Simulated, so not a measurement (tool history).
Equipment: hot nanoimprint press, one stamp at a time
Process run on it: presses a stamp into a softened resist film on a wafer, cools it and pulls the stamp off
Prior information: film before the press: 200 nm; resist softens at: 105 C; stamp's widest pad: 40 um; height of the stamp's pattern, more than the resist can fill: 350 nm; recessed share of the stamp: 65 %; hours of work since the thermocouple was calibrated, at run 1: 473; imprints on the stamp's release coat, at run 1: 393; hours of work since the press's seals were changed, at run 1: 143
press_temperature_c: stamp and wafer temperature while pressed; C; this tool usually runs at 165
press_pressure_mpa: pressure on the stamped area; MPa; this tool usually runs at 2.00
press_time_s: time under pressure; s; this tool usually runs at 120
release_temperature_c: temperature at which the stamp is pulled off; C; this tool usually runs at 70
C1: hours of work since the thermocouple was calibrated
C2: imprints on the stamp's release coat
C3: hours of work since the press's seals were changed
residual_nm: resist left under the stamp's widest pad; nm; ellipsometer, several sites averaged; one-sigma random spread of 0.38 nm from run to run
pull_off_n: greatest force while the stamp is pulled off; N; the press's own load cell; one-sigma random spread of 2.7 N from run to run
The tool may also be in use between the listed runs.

{"run": 1, "hour": 0.0, "press_temperature_c": 165, "press_pressure_mpa": 2.0, "press_time_s": 120, "release_temperature_c": 70, "C1": 473, "C2": 393, "C3": 143, "residual_nm": 118.6, "pull_off_n": 127}
{"run": 2, "hour": 14.9, "press_temperature_c": 165, "press_pressure_mpa": 2.0, "press_time_s": 120, "release_temperature_c": 70, "C1": 483, "C2": 427, "C3": 153, "residual_nm": 118.7, "pull_off_n": 122}
{"run": 3, "hour": 29.8, "press_temperature_c": 165, "press_pressure_mpa": 2.0, "press_time_s": 120, "release_temperature_c": 70, "C1": 493, "C2": 460, "C3": 163, "residual_nm": 118.3, "pull_off_n": 123}
{"run": 4, "hour": 45.3, "press_temperature_c": 165, "press_pressure_mpa": 1.48, "press_time_s": 120, "release_temperature_c": 70, "C1": 503, "C2": 495, "C3": 173, "residual_nm": 133.7, "pull_off_n": 119}
{"run": 5, "hour": 59.1, "press_temperature_c": 165, "press_pressure_mpa": 2.43, "press_time_s": 120, "release_temperature_c": 70, "C1": 512, "C2": 526, "C3": 182, "residual_nm": 108.0, "pull_off_n": 124}
{"run": 6, "hour": 71.7, "press_temperature_c": 165, "press_pressure_mpa": 2.0, "press_time_s": 120, "release_temperature_c": 70, "C1": 521, "C2": 554, "C3": 190, "residual_nm": 117.9, "pull_off_n": 122}
{"run": 7, "hour": 83.3, "press_temperature_c": 165, "press_pressure_mpa": 2.0, "press_time_s": 120, "release_temperature_c": 70, "C1": 528, "C2": 581, "C3": 198, "residual_nm": 118.0, "pull_off_n": 126}
{"run": 8, "hour": 94.2, "press_temperature_c": 165, "press_pressure_mpa": 2.0, "press_time_s": 120, "release_temperature_c": 70, "C1": 535, "C2": 605, "C3": 205, "residual_nm": 117.5, "pull_off_n": 123}
{"run": 9, "hour": 104.0, "press_temperature_c": 165, "press_pressure_mpa": 2.0, "press_time_s": 131, "release_temperature_c": 70, "C1": 542, "C2": 627, "C3": 212, "residual_nm": 114.9, "pull_off_n": 123}
{"run": 10, "hour": 112.5, "press_temperature_c": 165, "press_pressure_mpa": 2.0, "press_time_s": 131, "release_temperature_c": 70, "C1": 547, "C2": 646, "C3": 217, "residual_nm": 114.9, "pull_off_n": 125}
{"hour": 116.3, "done": "plate thermocouple calibrated"}
{"run": 11, "hour": 126.0, "press_temperature_c": 165, "press_pressure_mpa": 2.0, "press_time_s": 131, "release_temperature_c": 70, "C1": 6, "C2": 670, "C3": 224, "residual_nm": 114.4, "pull_off_n": 123}
{"run": 12, "hour": 135.3, "press_temperature_c": 165, "press_pressure_mpa": 2.0, "press_time_s": 120, "release_temperature_c": 60, "C1": 13, "C2": 691, "C3": 230, "residual_nm": 117.7, "pull_off_n": 136}
{"run": 13, "hour": 146.4, "press_temperature_c": 165, "press_pressure_mpa": 2.0, "press_time_s": 120, "release_temperature_c": 60, "C1": 20, "C2": 716, "C3": 238, "residual_nm": 117.9, "pull_off_n": 132}
{"run": 14, "hour": 154.5, "press_temperature_c": 165, "press_pressure_mpa": 2.0, "press_time_s": 120, "release_temperature_c": 60, "C1": 25, "C2": 734, "C3": 243, "residual_nm": 117.5, "pull_off_n": 130}
{"run": 15, "hour": 169.1, "press_temperature_c": 165, "press_pressure_mpa": 2.0, "press_time_s": 120, "release_temperature_c": 60, "C1": 35, "C2": 766, "C3": 253, "residual_nm": 117.0, "pull_off_n": 133}
{"run": 16, "hour": 180.2, "press_temperature_c": 158, "press_pressure_mpa": 1.72, "press_time_s": 120, "release_temperature_c": 71, "C1": 42, "C2": 791, "C3": 260, "residual_nm": 150.5, "pull_off_n": 125}
{"run": 17, "hour": 193.5, "press_temperature_c": 165, "press_pressure_mpa": 3.12, "press_time_s": 120, "release_temperature_c": 70, "C1": 51, "C2": 821, "C3": 269, "residual_nm": 95.6, "pull_off_n": 123}

What does the tool deliver on the next run?
{"run": 18, "hour": 204.6, "press_temperature_c": 165, "press_pressure_mpa": 2.93, "press_time_s": 120, "release_temperature_c": 70, "C1": 58, "C2": 846, "C3": 276, "residual_nm": "?", "pull_off_n": "?"}

{"run 18": {"residual_nm": 98.1, "pull_off_n": 120}}
The same run, on a tool lacking any hidden state, would have yielded residual_nm 99.6 nm, pull_off_n 120 N.

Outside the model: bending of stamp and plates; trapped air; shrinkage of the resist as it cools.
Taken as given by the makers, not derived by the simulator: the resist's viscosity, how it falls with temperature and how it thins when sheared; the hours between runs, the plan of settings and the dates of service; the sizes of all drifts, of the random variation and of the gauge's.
